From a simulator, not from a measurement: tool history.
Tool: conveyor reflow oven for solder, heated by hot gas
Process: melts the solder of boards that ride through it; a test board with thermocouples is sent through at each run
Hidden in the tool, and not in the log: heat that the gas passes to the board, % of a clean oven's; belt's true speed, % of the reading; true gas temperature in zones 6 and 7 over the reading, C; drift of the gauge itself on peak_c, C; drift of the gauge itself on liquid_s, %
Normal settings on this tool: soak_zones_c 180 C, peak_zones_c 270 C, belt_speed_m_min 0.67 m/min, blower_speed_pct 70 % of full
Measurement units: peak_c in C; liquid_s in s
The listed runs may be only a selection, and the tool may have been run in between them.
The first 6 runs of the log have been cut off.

| run | hour | soak_zones_c | peak_zones_c | belt_speed_m_min | blower_speed_pct | hours of work since the flux was cleaned out | hours of work since the belt drive was overhauled | hours of work since the thermocouples were changed | peak_c | liquid_s |
|---|---|---|---|---|---|---|---|---|---|---|
| 7 | 474.2 | 180 | 270 | 0.67 | 70 | 170 | 189 | 563 | 255.6 | 59 |
| 8 | 528.7 | 166 | 270 | 0.67 | 70 | 192 | 211 | 585 | 252.8 | 53.1 |
| 9 | 615.4 | 166 | 270 | 0.67 | 70 | 227 | 247 | 620 | 253.3 | 52.2 |
| 10 | 694.1 | 166 | 270 | 0.67 | 70 | 259 | 278 | 652 | 252.9 | 52.2 |
| 11 | 768.1 | 180 | 270 | 0.67 | 70 | 289 | 308 | 682 | 254.9 | 58 |
| 12 | 810.2 | 180 | 270 | 0.67 | 70 | 306 | 325 | 699 | 254.1 | 56.7 |
| 13 | 863.7 | 180 | 270 | 0.67 | 70 | 327 | 347 | 720 | 253.8 | 58 |
| 14 | 928 | 185 | 270 | 0.67 | 70 | 353 | 373 | 746 | 254.2 | 59.9 |
|  | 936.9 | belt drive overhauled, speed set with a stopwatch |
|  | 963 | thermocouples of zones 6 and 7 changed |
| 15 | 991.4 | 180 | 270 | 0.67 | 70 | 377 | 21 | 11 | 255 | 58.6 |
| 16 | 1053.1 | 180 | 270 | 0.67 | 70 | 402 | 46 | 36 | 255.7 | 58.3 |
| 17 | 1124.8 | 180 | 270 | 0.67 | 70 | 430 | 75 | 65 | 256.2 | 58.8 |
|  | 1150.5 | flux residue cleaned out of gas plates and filters |
| 18 | 1210.5 | 166 | 275 | 0.67 | 70 | 24 | 108 | 98 | 261 | 58.1 |
| 19 | 1274.9 | 180 | 280 | 0.67 | 52 | 50 | 134 | 124 | 262.2 | 62 |
| 20 | 1342.3 | 179 | 270 | 0.605 | 70 | 77 | 161 | 151 | 260.1 | 68.6 |
|  | 1386.1 | belt drive overhauled, speed set with a stopwatch, once more |
| 21 | 1422.5 | 179 | 270 | 0.605 | 70 | 108 | 15 | 182 | 260.2 | 67.5 |
| 22 | 1468.8 | 193 | 264 | 0.742 | 52 | 127 | 33 | 201 | 247.3 | 51.1 |
| 23 | 1547.4 | 187 | 260 | 0.632 | 83 | 159 | 65 | 232 | 251.2 | 64 |
| 24 | 1607.9 | 187 | 260 | 0.632 | 83 | 183 | 90 | 257 | 252.1 | 63.8 |
| 25 | 1652.1 | 187 | 260 | 0.632 | 63 | 201 | 107 | 275 | 249.1 | 60.1 |
| 26 | 1690.4 | 180 | 277 | 0.67 | 89 | 216 | 123 | 290 | 266.9 | 64.1 |
| 27 | 1738.3 | 182 | 270 | 0.577 | 70 | 236 | 142 | 309 | 260.6 | 71.9 |
| 28 | 1806.3 | 182 | 269 | 0.577 | 65 | 263 | 170 | 337 | 258.3 | 70.9 |
| 29 | 1871.3 | 169 | 265 | 0.666 | 68 | 289 | 196 | 363 | 249.5 | 50.7 |
| 30 | 1958.4 | 180 | 270 | 0.592 | 59 | 325 | 231 | 398 | 256 | 67.5 |

3 options for the next run, each taken on its own from the tool as it stands now. Forecast them:
| A | 2041.6 | 167 | 265 | 0.67 | 55 | 358 | 265 | 432 | ? | ? |
| B | 2041.6 | 180 | 281 | 0.691 | 59 | 358 | 265 | 432 | ? | ? |
| C | 2041.6 | 174 | 270 | 0.67 | 70 | 358 | 265 | 432 | ? | ? |

| run | peak_c | liquid_s |
|---|---|---|
| A | 245 | 44.3 |
| B | 261.2 | 59 |
| C | 254.3 | 55.6 |
Stripped of hidden state, with their random variation kept, the same runs would have yielded:
| run | peak_c | liquid_s |
|---|---|---|
| A | 248.5 | 47.9 |
| B | 265 | 60.9 |
| C | 258.2 | 58.3 |
